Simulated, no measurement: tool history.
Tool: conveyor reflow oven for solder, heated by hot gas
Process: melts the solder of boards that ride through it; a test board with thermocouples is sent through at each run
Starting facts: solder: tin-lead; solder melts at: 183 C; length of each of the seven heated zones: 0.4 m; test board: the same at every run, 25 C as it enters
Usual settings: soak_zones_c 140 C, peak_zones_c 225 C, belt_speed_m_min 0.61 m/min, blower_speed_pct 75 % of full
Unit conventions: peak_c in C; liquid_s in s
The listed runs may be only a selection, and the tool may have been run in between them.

run 1 hour=0 | soak_zones_c=140 peak_zones_c=225 belt_speed_m_min=0.61 blower_speed_pct=75 | peak_c=212.2 liquid_s=56
run 2 hour=11.5 | soak_zones_c=140 peak_zones_c=225 belt_speed_m_min=0.61 blower_speed_pct=75 | peak_c=211.9 liquid_s=55.8
run 3 hour=29.2 | soak_zones_c=148 peak_zones_c=225 belt_speed_m_min=0.61 blower_speed_pct=75 | peak_c=213.1 liquid_s=60.6
run 4 hour=37.7 | soak_zones_c=148 peak_zones_c=225 belt_speed_m_min=0.61 blower_speed_pct=75 | peak_c=213.4 liquid_s=59.5
run 5 hour=55.4 | soak_zones_c=140 peak_zones_c=225 belt_speed_m_min=0.61 blower_speed_pct=75 | peak_c=211.7 liquid_s=55.6
run 6 hour=74.4 | soak_zones_c=140 peak_zones_c=225 belt_speed_m_min=0.61 blower_speed_pct=75 | peak_c=211.5 liquid_s=55.3
run 7 hour=85.3 | soak_zones_c=140 peak_zones_c=225 belt_speed_m_min=0.61 blower_speed_pct=75 | peak_c=211.8 liquid_s=55.7
run 8 hour=101.5 | soak_zones_c=140 peak_zones_c=225 belt_speed_m_min=0.61 blower_speed_pct=75 | peak_c=211.3 liquid_s=55.9
run 9 hour=117 | soak_zones_c=126 peak_zones_c=225 belt_speed_m_min=0.61 blower_speed_pct=75 | peak_c=209.3 liquid_s=48.6
run 10 hour=131.5 | soak_zones_c=140 peak_zones_c=225 belt_speed_m_min=0.552 blower_speed_pct=84 | peak_c=215.9 liquid_s=66.6
run 11 hour=145.4 | soak_zones_c=140 peak_zones_c=225 belt_speed_m_min=0.552 blower_speed_pct=84 | peak_c=215.7 liquid_s=67.1
run 12 hour=158.2 | soak_zones_c=140 peak_zones_c=225 belt_speed_m_min=0.552 blower_speed_pct=84 | peak_c=215.2 liquid_s=66.8
run 13 hour=172.2 | soak_zones_c=140 peak_zones_c=225 belt_speed_m_min=0.552 blower_speed_pct=84 | peak_c=215.5 liquid_s=66.9
run 14 hour=183.2 | soak_zones_c=133 peak_zones_c=225 belt_speed_m_min=0.729 blower_speed_pct=73 | peak_c=203.4 liquid_s=35.7
run 15 hour=194.2 | soak_zones_c=132 peak_zones_c=232 belt_speed_m_min=0.729 blower_speed_pct=68 | peak_c=207.9 liquid_s=38.9
run 16 hour=209.1 | soak_zones_c=132 peak_zones_c=227 belt_speed_m_min=0.729 blower_speed_pct=80 | peak_c=207.1 liquid_s=38.9
run 17 hour=220.1 | soak_zones_c=136 peak_zones_c=229 belt_speed_m_min=0.671 blower_speed_pct=80 | peak_c=212.4 liquid_s=48.7

Measured result minus the same run's result without the hidden state. Both carry the same run-to-run variation, though not necessarily the same gauge scatter:
The hidden state here: heat that the gas passes to the board, % of a clean oven's; belt's true speed, % of the reading; true gas temperature in zones 6 and 7 over the reading, C; drift of the gauge itself on peak_c, C; drift of the gauge itself on liquid_s, %.
run=1 peak_c=-0.6 liquid_s=-0.7
run=2 peak_c=-0.7 liquid_s=-0.7
run=3 peak_c=-0.7 liquid_s=-0.7
run=4 peak_c=-0.8 liquid_s=-0.7
run=5 peak_c=-0.9 liquid_s=-1
run=6 peak_c=-1 liquid_s=-1.1
run=7 peak_c=-1.1 liquid_s=-1.2
run=8 peak_c=-1.1 liquid_s=-1.2
run=9 peak_c=-1.3 liquid_s=-1.6
run=10 peak_c=-1.1 liquid_s=-1.2
run=11 peak_c=-1.1 liquid_s=-1.2
run=12 peak_c=-1.1 liquid_s=-1.3
run=13 peak_c=-1.2 liquid_s=-1.4
run=14 peak_c=-1.9 liquid_s=-2.3
run=15 peak_c=-2 liquid_s=-2.1
run=16 peak_c=-2.2 liquid_s=-2.3
run=17 peak_c=-2 liquid_s=-1.9

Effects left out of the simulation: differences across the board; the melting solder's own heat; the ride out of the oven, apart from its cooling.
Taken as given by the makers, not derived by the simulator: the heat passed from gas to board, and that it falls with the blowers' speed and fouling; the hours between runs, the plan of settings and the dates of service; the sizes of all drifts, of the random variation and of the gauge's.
